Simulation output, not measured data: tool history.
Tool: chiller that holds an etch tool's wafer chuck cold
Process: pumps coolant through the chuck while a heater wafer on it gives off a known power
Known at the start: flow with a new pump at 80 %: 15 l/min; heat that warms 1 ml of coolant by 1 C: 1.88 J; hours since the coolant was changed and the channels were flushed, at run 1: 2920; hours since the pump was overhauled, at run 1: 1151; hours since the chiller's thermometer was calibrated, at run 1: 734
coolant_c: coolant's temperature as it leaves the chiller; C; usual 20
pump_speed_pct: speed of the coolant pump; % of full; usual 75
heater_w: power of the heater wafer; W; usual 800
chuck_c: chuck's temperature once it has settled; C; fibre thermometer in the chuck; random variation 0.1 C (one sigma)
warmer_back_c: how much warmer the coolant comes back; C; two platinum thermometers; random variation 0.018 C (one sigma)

run   hour  coolant_c  pump_speed_pct  heater_w  hours since the coolant was changed and the channels were flushed  hours since the pump was overhauled  hours since the chiller's thermometer was calibrated  chuck_c  warmer_back_c
  1    0.0         20              75       800                                                               2920                                 1151                                                   734     31.6           1.90
  2   17.8         20              75       800                                                               2937                                 1169                                                   752     31.6           1.92
  3   43.5         20              75       800                                                               2963                                 1195                                                   778     31.5           1.89
  4   74.2         20              75       800                                                               2994                                 1226                                                   809     31.6           1.89
  5   90.1         20              75       420                                                               3010                                 1241                                                   825     26.2           0.96
  6  110.8         20              75       420                                                               3030                                 1262                                                   845     26.3           0.97
  7  123.3         20              75       420                                                               3043                                 1275                                                   858     26.3           0.99
  8  136.0         20              75       420                                                               3056                                 1287                                                   870     26.3           0.97
  9  160.7         12              75       800                                                               3080                                 1312                                                   895     23.7           1.92
 10  173.6         12              75       800                                                               3093                                 1325                                                   908     23.9           1.91
 11  198.8         12              75       800                                                               3118                                 1350                                                   933     23.8           1.93
 12  223.3         12              75       800                                                               3143                                 1375                                                   958     23.8           1.93
     230.3  -- coolant pump overhauled
 13  249.5         12              75       436                                                               3164                                   19                                                   979     18.7           1.08
 14  263.5         12              75       436                                                               3178                                   33                                                   993     18.7           1.06
 15  282.1         12              75       436                                                               3197                                   52                                                  1012     18.8           1.05
     311.9  -- coolant pump overhauled, once more
 16  316.6         12              75       436                                                               3226                                    5                                                  1041     18.4           1.00
 17  346.3         23              69       744                                                               3256                                   34                                                  1071     34.4           1.85
 18  376.5         16              79       826                                                               3286                                   65                                                  1101     27.4           1.80
 19  391.1         20              75      1075                                                               3301                                   79                                                  1116     35.3           2.44
 20  412.5         13              61       840                                                               3322                                  101                                                  1137     27.3           2.32
 21  437.4         17              63       572                                                               3347                                  125                                                  1162     26.6           1.55
 22  449.8         17              63       572                                                               3359                                  138                                                  1174     26.4           1.54
 23  468.7         20              70       415                                                               3378                                  157                                                  1193     26.5           1.00
 24  484.7         20              70       415                                                               3394                                  173                                                  1209     26.4           1.01
 25  504.9         20              70       415                                                               3414                                  193                                                  1229     26.5           1.01
 26  531.6         20              70       415                                                               3441                                  220                                                  1256     26.6           1.02
 27  544.8         11              62       800                                                               3454                                  233                                                  1269     24.6           2.20
 28  561.6         18              62       622                                                               3471                                  250                                                  1286     28.8           1.72
 29  574.1         11              64       800                                                               3484                                  262                                                  1299     24.2           2.11
 30  601.1         11              64       800                                                               3511                                  289                                                  1326     24.3           2.15
 31  629.3         19              63       433                                                               3539                                  317                                                  1354     26.5           1.16

Some steps in chuck_c between neighbouring runs. How much of each would the tool show without its hidden state too (settings, what came in, random variation), and how much is left for the hidden state, with any gauge scatter that isn't in both results?
The hidden state here: heat passed by the chuck's channels, % of clean ones'; flow at a given pump speed, % of a new pump's; coolant's true temperature over the reading, C; drift of the gauge itself on chuck_c, C; drift of the gauge itself on warmer_back_c, C.
Run 12 -> 13: heater_w 800 -> 436, coolant pump overhauled. chuck_c -5.1 C: hidden state -0.9, all else -4.2.
Run 16 -> 17: coolant_c 12 -> 23, pump_speed_pct 75 -> 69, heater_w 436 -> 744. chuck_c +16.0 C: hidden state +0.7, all else +15.3.
Run 18 -> 19: coolant_c 16 -> 20, pump_speed_pct 79 -> 75, heater_w 826 -> 1075. chuck_c +7.9 C: hidden state +0.6, all else +7.3.
Run 19 -> 20: coolant_c 20 -> 13, pump_speed_pct 75 -> 61, heater_w 1075 -> 840. chuck_c -8.0 C: hidden state -0.1, all else -7.9.
Run 26 -> 27: coolant_c 20 -> 11, pump_speed_pct 70 -> 62, heater_w 415 -> 800. chuck_c -2.0 C: hidden state +1.0, all else -3.0.
Run 30 -> 31: coolant_c 11 -> 19, pump_speed_pct 64 -> 63, heater_w 800 -> 433. chuck_c +2.2 C: hidden state -0.9, all else +3.1.

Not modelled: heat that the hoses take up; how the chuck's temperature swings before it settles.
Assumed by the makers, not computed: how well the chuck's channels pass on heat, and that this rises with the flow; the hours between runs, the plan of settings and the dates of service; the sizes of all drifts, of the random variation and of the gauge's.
